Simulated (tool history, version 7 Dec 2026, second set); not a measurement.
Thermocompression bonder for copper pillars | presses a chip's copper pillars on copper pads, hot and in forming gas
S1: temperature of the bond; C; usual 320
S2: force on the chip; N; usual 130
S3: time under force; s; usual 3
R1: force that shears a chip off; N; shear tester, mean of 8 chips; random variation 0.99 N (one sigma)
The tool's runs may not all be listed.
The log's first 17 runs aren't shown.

run,hour,S1,S2,S3,R1
18,1093.4,326,128,3,87.8
19,1157.0,326,139,7,116.3
# hour 1204.4: force cell calibrated
20,1247.0,346,87,2,71.7
21,1298.4,346,87,2,72.3
22,1382.8,320,187,3,104.6
23,1457.6,305,95,3,56.4
24,1545.2,300,102,8,83.3
25,1585.5,300,102,2,49.6
# hour 1616.5: forming gas filter changed
# hour 1667.7: heater calibrated with a thermocouple chip
26,1667.7,340,130,2,89.7
27,1737.4,340,130,2,88.6
28,1778.7,340,130,2,89.6
29,1839.4,330,143,4,105.5
30,1932.3,326,143,2,83.9
31,2014.5,320,158,4,104.2

Forecast each of these 3 alternatives for the next run:
A,2094.7,300,141,4,?
B,2094.7,318,179,4,?
C,2094.7,347,170,3,?

run,R1
A,81.5
B,109.9
C,121.7
Without the tool's hidden state the same runs would have given:
run,R1
A,81.9
B,110.4
C,122.3
